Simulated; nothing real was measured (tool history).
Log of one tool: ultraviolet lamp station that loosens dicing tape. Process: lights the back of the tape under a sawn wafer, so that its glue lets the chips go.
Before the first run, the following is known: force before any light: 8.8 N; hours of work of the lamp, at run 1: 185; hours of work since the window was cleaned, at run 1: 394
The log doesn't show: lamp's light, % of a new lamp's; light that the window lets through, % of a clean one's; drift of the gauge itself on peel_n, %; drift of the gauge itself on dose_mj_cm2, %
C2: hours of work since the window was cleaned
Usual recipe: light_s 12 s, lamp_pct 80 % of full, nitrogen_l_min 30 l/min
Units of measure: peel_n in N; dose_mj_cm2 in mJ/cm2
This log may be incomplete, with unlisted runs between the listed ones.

run 1 hour=0 | light_s=12 lamp_pct=80 nitrogen_l_min=30 | hours_of_work_of_the_lamp=185 C2=394 | peel_n=1.088 dose_mj_cm2=459
run 2 hour=11.5 | light_s=12 lamp_pct=65 nitrogen_l_min=30 | hours_of_work_of_the_lamp=191 C2=400 | peel_n=1.581 dose_mj_cm2=366
run 3 hour=20.2 | light_s=12 lamp_pct=65 nitrogen_l_min=30 | hours_of_work_of_the_lamp=196 C2=405 | peel_n=1.617 dose_mj_cm2=367
run 4 hour=33.7 | light_s=12 lamp_pct=65 nitrogen_l_min=30 | hours_of_work_of_the_lamp=203 C2=413 | peel_n=1.562 dose_mj_cm2=366
run 5 hour=43.7 | light_s=12 lamp_pct=65 nitrogen_l_min=30 | hours_of_work_of_the_lamp=209 C2=418 | peel_n=1.527 dose_mj_cm2=368
run 6 hour=53.3 | light_s=12 lamp_pct=65 nitrogen_l_min=30 | hours_of_work_of_the_lamp=214 C2=423 | peel_n=1.588 dose_mj_cm2=364
run 7 hour=59.3 | light_s=12 lamp_pct=65 nitrogen_l_min=30 | hours_of_work_of_the_lamp=218 C2=427 | peel_n=1.616 dose_mj_cm2=366
run 8 hour=66.5 | light_s=12 lamp_pct=80 nitrogen_l_min=30 | hours_of_work_of_the_lamp=222 C2=431 | peel_n=1.097 dose_mj_cm2=445
run 9 hour=73 | light_s=12 lamp_pct=80 nitrogen_l_min=30 | hours_of_work_of_the_lamp=225 C2=434 | peel_n=1.082 dose_mj_cm2=451
run 10 hour=79.1 | light_s=12 lamp_pct=80 nitrogen_l_min=30 | hours_of_work_of_the_lamp=229 C2=438 | peel_n=1.085 dose_mj_cm2=449
run 11 hour=88.5 | light_s=12 lamp_pct=80 nitrogen_l_min=30 | hours_of_work_of_the_lamp=234 C2=443 | peel_n=1.167 dose_mj_cm2=446
run 12 hour=95.1 | light_s=12 lamp_pct=80 nitrogen_l_min=30 | hours_of_work_of_the_lamp=237 C2=447 | peel_n=1.092 dose_mj_cm2=445
run 13 hour=103.9 | light_s=12 lamp_pct=80 nitrogen_l_min=30 | hours_of_work_of_the_lamp=242 C2=452 | peel_n=1.129 dose_mj_cm2=448
run 14 hour=113.5 | light_s=12 lamp_pct=80 nitrogen_l_min=30 | hours_of_work_of_the_lamp=248 C2=457 | peel_n=1.152 dose_mj_cm2=450
run 15 hour=121.5 | light_s=12 lamp_pct=80 nitrogen_l_min=30 | hours_of_work_of_the_lamp=252 C2=461 | peel_n=1.132 dose_mj_cm2=448
-- hour=122.7 window cleaned of glue's vapour
run 16 hour=127.9 | light_s=22 lamp_pct=86 nitrogen_l_min=14 | hours_of_work_of_the_lamp=255 C2=3 | peel_n=0.382 dose_mj_cm2=867
run 17 hour=135.4 | light_s=22 lamp_pct=63 nitrogen_l_min=14 | hours_of_work_of_the_lamp=260 C2=7 | peel_n=0.786 dose_mj_cm2=634
run 18 hour=143.9 | light_s=22 lamp_pct=63 nitrogen_l_min=14 | hours_of_work_of_the_lamp=264 C2=12 | peel_n=0.791 dose_mj_cm2=634
-- hour=154.2 window cleaned of glue's vapour, once more
run 19 hour=156.4 | light_s=12 lamp_pct=63 nitrogen_l_min=59 | hours_of_work_of_the_lamp=271 C2=1 | peel_n=1.276 dose_mj_cm2=367
run 20 hour=163.1 | light_s=7 lamp_pct=64 nitrogen_l_min=30 | hours_of_work_of_the_lamp=275 C2=5 | peel_n=3.233 dose_mj_cm2=221
run 21 hour=177.1 | light_s=7 lamp_pct=64 nitrogen_l_min=30 | hours_of_work_of_the_lamp=282 C2=13 | peel_n=3.13 dose_mj_cm2=218
run 22 hour=183.6 | light_s=12 lamp_pct=80 nitrogen_l_min=19 | hours_of_work_of_the_lamp=286 C2=16 | peel_n=1.268 dose_mj_cm2=466
run 23 hour=196.5 | light_s=12 lamp_pct=80 nitrogen_l_min=19 | hours_of_work_of_the_lamp=293 C2=23 | peel_n=1.265 dose_mj_cm2=465
run 24 hour=208 | light_s=12 lamp_pct=66 nitrogen_l_min=41 | hours_of_work_of_the_lamp=300 C2=30 | peel_n=1.33 dose_mj_cm2=385
run 25 hour=220.2 | light_s=12 lamp_pct=66 nitrogen_l_min=41 | hours_of_work_of_the_lamp=306 C2=37 | peel_n=1.331 dose_mj_cm2=382
run 26 hour=227.7 | light_s=12 lamp_pct=96 nitrogen_l_min=30 | hours_of_work_of_the_lamp=311 C2=41 | peel_n=0.71 dose_mj_cm2=557
run 27 hour=240.9 | light_s=19 lamp_pct=85 nitrogen_l_min=11 | hours_of_work_of_the_lamp=318 C2=48 | peel_n=0.595 dose_mj_cm2=784
run 28 hour=248.6 | light_s=11 lamp_pct=83 nitrogen_l_min=20 | hours_of_work_of_the_lamp=322 C2=52 | peel_n=1.358 dose_mj_cm2=435
run 29 hour=260.4 | light_s=11 lamp_pct=83 nitrogen_l_min=20 | hours_of_work_of_the_lamp=329 C2=59 | peel_n=1.39 dose_mj_cm2=435
run 30 hour=270.3 | light_s=15 lamp_pct=83 nitrogen_l_min=20 | hours_of_work_of_the_lamp=334 C2=64 | peel_n=0.767 dose_mj_cm2=596

Each row is a separate what-if for the run after 30, all from the same tool condition, not one after another. Results?
run A hour=276.8 | light_s=7 lamp_pct=80 nitrogen_l_min=21 | hours_of_work_of_the_lamp=338 C2=68 | peel_n=? dose_mj_cm2=?
run B hour=276.8 | light_s=7 lamp_pct=71 nitrogen_l_min=55 | hours_of_work_of_the_lamp=338 C2=68 | peel_n=? dose_mj_cm2=?
run C hour=276.8 | light_s=10 lamp_pct=95 nitrogen_l_min=30 | hours_of_work_of_the_lamp=338 C2=68 | peel_n=? dose_mj_cm2=?
run D hour=276.8 | light_s=12 lamp_pct=71 nitrogen_l_min=55 | hours_of_work_of_the_lamp=338 C2=68 | peel_n=? dose_mj_cm2=?

run=A peel_n=2.8 dose_mj_cm2=265
run=B peel_n=2.493 dose_mj_cm2=239
run=C peel_n=1.101 dose_mj_cm2=454
run=D peel_n=1.094 dose_mj_cm2=403
Had the tool no hidden state, the same runs would have come out as:
run=A peel_n=2.459 dose_mj_cm2=296
run=B peel_n=2.165 dose_mj_cm2=266
run=C peel_n=0.884 dose_mj_cm2=506
run=D peel_n=0.873 dose_mj_cm2=450
